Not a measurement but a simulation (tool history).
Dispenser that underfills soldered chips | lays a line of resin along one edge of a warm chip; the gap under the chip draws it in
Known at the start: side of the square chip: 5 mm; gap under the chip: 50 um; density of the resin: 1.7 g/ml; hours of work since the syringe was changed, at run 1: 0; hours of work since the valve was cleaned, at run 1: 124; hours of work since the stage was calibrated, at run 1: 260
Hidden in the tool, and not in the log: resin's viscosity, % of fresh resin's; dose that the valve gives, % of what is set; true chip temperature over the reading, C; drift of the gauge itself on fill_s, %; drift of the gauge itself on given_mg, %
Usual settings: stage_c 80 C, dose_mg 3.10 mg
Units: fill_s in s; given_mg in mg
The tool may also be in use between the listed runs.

| run | hour | stage_c | dose_mg | hours of work since the syringe was changed | hours of work since the valve was cleaned | hours of work since the stage was calibrated | fill_s | given_mg |
|---|---|---|---|---|---|---|---|---|
| 1 | 0.0 | 80 | 3.10 | 0 | 124 | 260 | 14.5 | 2.84 |
| 2 | 5.2 | 80 | 3.10 | 4 | 128 | 264 | 18.5 | 2.79 |
|  | 10.1 | new syringe of resin |
|  | 11.1 | dispensing valve cleaned and set on the balance |
| 3 | 15.6 | 85 | 3.10 | 3 | 3 | 270 | 14.0 | 3.10 |
|  | 20.9 | new syringe of resin |
| 4 | 20.9 | 85 | 3.10 | 0 | 7 | 274 | 11.2 | 3.07 |
| 5 | 30.2 | 85 | 3.10 | 7 | 13 | 280 | 17.7 | 3.07 |
|  | 31.4 | new syringe of resin |
| 6 | 40.3 | 80 | 2.73 | 6 | 21 | 287 | 21.8 | 2.66 |
|  | 41.3 | new syringe of resin |
| 7 | 48.1 | 80 | 2.73 | 5 | 26 | 293 | 19.8 | 2.68 |
|  | 51.7 | new syringe of resin |
| 8 | 58.2 | 80 | 2.73 | 5 | 33 | 300 | 19.7 | 2.66 |
|  | 61.9 | new syringe of resin |
| 9 | 65.4 | 80 | 2.73 | 3 | 38 | 305 | 16.9 | 2.67 |
| 10 | 69.5 | 80 | 2.73 | 5 | 41 | 308 | 20.1 | 2.66 |
|  | 72.1 | new syringe of resin |
| 11 | 75.9 | 80 | 2.73 | 3 | 45 | 312 | 16.8 | 2.62 |
|  | 82.0 | new syringe of resin |
| 12 | 84.9 | 80 | 2.73 | 2 | 51 | 318 | 15.9 | 2.63 |
|  | 92.0 | new syringe of resin |
| 13 | 93.8 | 84 | 3.10 | 1 | 57 | 324 | 13.2 | 2.95 |
|  | 101.9 | new syringe of resin |
| 14 | 102.4 | 84 | 3.10 | 0 | 63 | 330 | 12.2 | 2.94 |
| 15 | 110.2 | 65 | 3.10 | 6 | 69 | 336 | 36.3 | 2.95 |
|  | 112.2 | new syringe of resin |
| 16 | 118.2 | 91 | 3.10 | 4 | 74 | 341 | 11.9 | 2.97 |
|  | 122.2 | new syringe of resin |
| 17 | 124.9 | 91 | 3.10 | 2 | 79 | 346 | 10.1 | 2.94 |
| 18 | 131.6 | 94 | 2.61 | 7 | 84 | 351 | 12.8 | 2.44 |
|  | 132.6 | new syringe of resin |
| 19 | 138.7 | 76 | 2.66 | 4 | 89 | 356 | 22.1 | 2.49 |
|  | 142.7 | new syringe of resin |
| 20 | 147.8 | 76 | 2.66 | 4 | 95 | 362 | 21.2 | 2.44 |
|  | 152.8 | new syringe of resin |
| 21 | 156.1 | 76 | 2.66 | 2 | 101 | 368 | 20.2 | 2.45 |

Forecast run 22:
|  | 162.9 | new syringe of resin |
| 22 | 165.8 | 76 | 2.66 | 2 | 107 | 374 | ? | ? |

{"run 22": {"fill_s": 20.0, "given_mg": 2.43}}
Without the tool's hidden state the same run would have given fill_s 19.0 s, given_mg 2.65 mg.

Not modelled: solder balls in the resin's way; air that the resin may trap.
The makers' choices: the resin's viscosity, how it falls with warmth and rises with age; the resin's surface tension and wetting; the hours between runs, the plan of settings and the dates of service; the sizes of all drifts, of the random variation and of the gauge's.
